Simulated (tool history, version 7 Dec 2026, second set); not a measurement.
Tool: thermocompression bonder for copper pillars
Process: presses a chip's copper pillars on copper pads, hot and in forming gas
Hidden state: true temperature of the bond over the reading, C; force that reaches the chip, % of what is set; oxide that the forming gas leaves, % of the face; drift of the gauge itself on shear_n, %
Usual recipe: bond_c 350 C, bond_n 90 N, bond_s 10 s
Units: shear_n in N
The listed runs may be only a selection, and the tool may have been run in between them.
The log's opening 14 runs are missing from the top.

run	hour	bond_c	bond_n	bond_s	hours of work since the heater was calibrated	hours of work since the force cell was calibrated	hours of work since the gas filter was changed	shear_n
15	408.5	350	90	10	544	456	128	103
16	425	350	90	10	554	467	138	104.9
17	448	350	90	10	568	481	152	103.7
# hour 452.7: force cell calibrated
18	466.6	350	90	29	578	8	163	126.4
# hour 485.6: forming gas filter changed
19	497	350	90	29	597	27	7	132.6
20	525.8	350	58	29	614	44	24	101.3
# hour 554.6: force cell calibrated, once more
21	555.9	350	58	29	632	1	42	103
22	592.4	350	58	29	654	23	64	102.1
23	611.8	369	121	20	666	35	76	149.9
24	629.8	369	121	20	676	46	87	147.4
# hour 647.7: heater calibrated with a thermocouple chip
25	661.5	338	73	11	8	64	105	81.6
26	679.1	363	90	10	19	75	116	110.3
27	697.8	343	90	12	30	86	127	103.2
28	723.6	350	58	6	46	102	143	55.8
29	739.9	324	76	9	56	112	153	68.8
30	755.3	324	76	9	65	121	162	68.3
31	771.8	324	76	9	75	131	172	68.1
# hour 774.1: forming gas filter changed
32	798.1	324	76	9	91	147	15	73.3
33	816.3	362	108	26	102	158	26	146.1
34	853	362	57	18	125	180	48	93.2
35	884.6	363	90	6	144	199	67	100.8
36	920.6	363	90	6	166	221	89	98.4
37	942.9	335	90	10	179	235	103	95.1
38	959.2	380	92	26	189	245	113	136.7

5 options for the next run, each taken on its own from the tool as it stands now. Forecast them:
A	986.5	350	90	6	206	261	129	?
B	986.5	350	130	13	206	261	129	?
C	986.5	324	90	10	206	261	129	?
D	986.5	334	90	29	206	261	129	?
E	986.5	380	103	26	206	261	129	?

run	shear_n
A	90.1
B	134.8
C	84.4
D	120.7
E	141.4
What these runs would have given with no unlogged condition in the tool:
run	shear_n
A	95.4
B	142.7
C	89.4
D	127.8
E	149.8
